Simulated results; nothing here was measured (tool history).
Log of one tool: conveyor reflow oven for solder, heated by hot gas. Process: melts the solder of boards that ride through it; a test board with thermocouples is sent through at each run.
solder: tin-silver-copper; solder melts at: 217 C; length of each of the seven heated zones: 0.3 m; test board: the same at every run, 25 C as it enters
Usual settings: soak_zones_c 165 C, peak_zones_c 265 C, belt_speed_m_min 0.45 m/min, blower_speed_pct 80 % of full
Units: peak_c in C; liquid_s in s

{"run": 1, "hour": 0.0, "soak_zones_c": 165, "peak_zones_c": 265, "belt_speed_m_min": 0.45, "blower_speed_pct": 80, "peak_c": 251.3, "liquid_s": 57.1}
{"run": 2, "hour": 29.6, "soak_zones_c": 165, "peak_zones_c": 265, "belt_speed_m_min": 0.45, "blower_speed_pct": 80, "peak_c": 251.2, "liquid_s": 56.8}
{"run": 3, "hour": 56.0, "soak_zones_c": 165, "peak_zones_c": 265, "belt_speed_m_min": 0.45, "blower_speed_pct": 80, "peak_c": 251.6, "liquid_s": 57}
{"run": 4, "hour": 77.4, "soak_zones_c": 165, "peak_zones_c": 265, "belt_speed_m_min": 0.45, "blower_speed_pct": 81, "peak_c": 251.3, "liquid_s": 57.1}
{"run": 5, "hour": 105.5, "soak_zones_c": 165, "peak_zones_c": 265, "belt_speed_m_min": 0.45, "blower_speed_pct": 80, "peak_c": 251.4, "liquid_s": 57.1}
{"run": 6, "hour": 129.8, "soak_zones_c": 165, "peak_zones_c": 265, "belt_speed_m_min": 0.36, "blower_speed_pct": 80, "peak_c": 257.1, "liquid_s": 78.7}
{"run": 7, "hour": 152.6, "soak_zones_c": 165, "peak_zones_c": 265, "belt_speed_m_min": 0.36, "blower_speed_pct": 80, "peak_c": 257, "liquid_s": 78.6}
{"run": 8, "hour": 176.9, "soak_zones_c": 165, "peak_zones_c": 265, "belt_speed_m_min": 0.36, "blower_speed_pct": 80, "peak_c": 257, "liquid_s": 78.8}
{"run": 9, "hour": 208.6, "soak_zones_c": 165, "peak_zones_c": 265, "belt_speed_m_min": 0.36, "blower_speed_pct": 80, "peak_c": 256.9, "liquid_s": 78.5}
{"run": 10, "hour": 228.4, "soak_zones_c": 165, "peak_zones_c": 265, "belt_speed_m_min": 0.45, "blower_speed_pct": 80, "peak_c": 251.3, "liquid_s": 57}
{"run": 11, "hour": 253.7, "soak_zones_c": 165, "peak_zones_c": 265, "belt_speed_m_min": 0.376, "blower_speed_pct": 80, "peak_c": 256.1, "liquid_s": 74.3}
{"run": 12, "hour": 283.3, "soak_zones_c": 165, "peak_zones_c": 265, "belt_speed_m_min": 0.376, "blower_speed_pct": 80, "peak_c": 255.9, "liquid_s": 74.2}
{"run": 13, "hour": 314.3, "soak_zones_c": 165, "peak_zones_c": 278, "belt_speed_m_min": 0.45, "blower_speed_pct": 80, "peak_c": 263.3, "liquid_s": 64.6}
{"run": 14, "hour": 342.1, "soak_zones_c": 165, "peak_zones_c": 278, "belt_speed_m_min": 0.45, "blower_speed_pct": 80, "peak_c": 263.2, "liquid_s": 64.5}
{"run": 15, "hour": 360.1, "soak_zones_c": 174, "peak_zones_c": 265, "belt_speed_m_min": 0.388, "blower_speed_pct": 75, "peak_c": 255.7, "liquid_s": 74.4}
{"run": 16, "hour": 385.4, "soak_zones_c": 174, "peak_zones_c": 265, "belt_speed_m_min": 0.388, "blower_speed_pct": 75, "peak_c": 255.7, "liquid_s": 74.5}
{"run": 17, "hour": 418.6, "soak_zones_c": 167, "peak_zones_c": 270, "belt_speed_m_min": 0.462, "blower_speed_pct": 57, "peak_c": 251.1, "liquid_s": 54.4}
{"run": 18, "hour": 443.0, "soak_zones_c": 165, "peak_zones_c": 254, "belt_speed_m_min": 0.396, "blower_speed_pct": 80, "peak_c": 244.8, "liquid_s": 60.7}
{"run": 19, "hour": 460.7, "soak_zones_c": 165, "peak_zones_c": 254, "belt_speed_m_min": 0.396, "blower_speed_pct": 80, "peak_c": 244.4, "liquid_s": 60.7}
{"run": 20, "hour": 488.2, "soak_zones_c": 165, "peak_zones_c": 265, "belt_speed_m_min": 0.399, "blower_speed_pct": 67, "peak_c": 252.7, "liquid_s": 66.3}
{"run": 21, "hour": 517.6, "soak_zones_c": 169, "peak_zones_c": 269, "belt_speed_m_min": 0.449, "blower_speed_pct": 56, "peak_c": 251.3, "liquid_s": 57.4}
{"hour": 529.0, "done": "flux residue cleaned out of gas plates and filters"}
{"run": 22, "hour": 543.9, "soak_zones_c": 165, "peak_zones_c": 272, "belt_speed_m_min": 0.45, "blower_speed_pct": 80, "peak_c": 257.6, "liquid_s": 61.4}
{"run": 23, "hour": 563.2, "soak_zones_c": 165, "peak_zones_c": 272, "belt_speed_m_min": 0.45, "blower_speed_pct": 80, "peak_c": 257.6, "liquid_s": 61.2}
{"run": 24, "hour": 593.7, "soak_zones_c": 160, "peak_zones_c": 280, "belt_speed_m_min": 0.45, "blower_speed_pct": 80, "peak_c": 264.4, "liquid_s": 63.8}
{"run": 25, "hour": 624.5, "soak_zones_c": 153, "peak_zones_c": 259, "belt_speed_m_min": 0.441, "blower_speed_pct": 83, "peak_c": 245.3, "liquid_s": 50}
{"run": 26, "hour": 646.6, "soak_zones_c": 153, "peak_zones_c": 259, "belt_speed_m_min": 0.441, "blower_speed_pct": 83, "peak_c": 245.3, "liquid_s": 49.8}
{"run": 27, "hour": 676.9, "soak_zones_c": 152, "peak_zones_c": 265, "belt_speed_m_min": 0.525, "blower_speed_pct": 70, "peak_c": 241.8, "liquid_s": 36.1}

5 ways to go on from here, each from the tool as it stands after run 27. What would each give?
{"hour": 682.9, "done": "belt drive overhauled, speed set with a stopwatch"}
{"run": "A", "hour": 706.7, "soak_zones_c": 165, "peak_zones_c": 265, "belt_speed_m_min": 0.447, "blower_speed_pct": 80, "peak_c": "?", "liquid_s": "?"}
{"hour": 682.9, "done": "belt drive overhauled, speed set with a stopwatch"}
{"run": "B", "hour": 706.7, "soak_zones_c": 168, "peak_zones_c": 265, "belt_speed_m_min": 0.525, "blower_speed_pct": 70, "peak_c": "?", "liquid_s": "?"}
{"hour": 682.9, "done": "belt drive overhauled, speed set with a stopwatch"}
{"run": "C", "hour": 706.7, "soak_zones_c": 152, "peak_zones_c": 270, "belt_speed_m_min": 0.525, "blower_speed_pct": 59, "peak_c": "?", "liquid_s": "?"}
{"hour": 682.9, "done": "belt drive overhauled, speed set with a stopwatch"}
{"run": "D", "hour": 706.7, "soak_zones_c": 171, "peak_zones_c": 265, "belt_speed_m_min": 0.525, "blower_speed_pct": 70, "peak_c": "?", "liquid_s": "?"}
{"hour": 682.9, "done": "belt drive overhauled, speed set with a stopwatch"}
{"run": "E", "hour": 706.7, "soak_zones_c": 167, "peak_zones_c": 254, "belt_speed_m_min": 0.525, "blower_speed_pct": 65, "peak_c": "?", "liquid_s": "?"}

run=A peak_c=251.6 liquid_s=57.5
run=B peak_c=245 liquid_s=43.3
run=C peak_c=242.8 liquid_s=36.4
run=D peak_c=245.8 liquid_s=45
run=E peak_c=234.6 liquid_s=32.5
Without the tool's hidden state the same runs would have given:
run=A peak_c=251.6 liquid_s=57.5
run=B peak_c=244.9 liquid_s=43.2
run=C peak_c=242.8 liquid_s=36.4
run=D peak_c=245.7 liquid_s=44.9
run=E peak_c=234.6 liquid_s=32.4
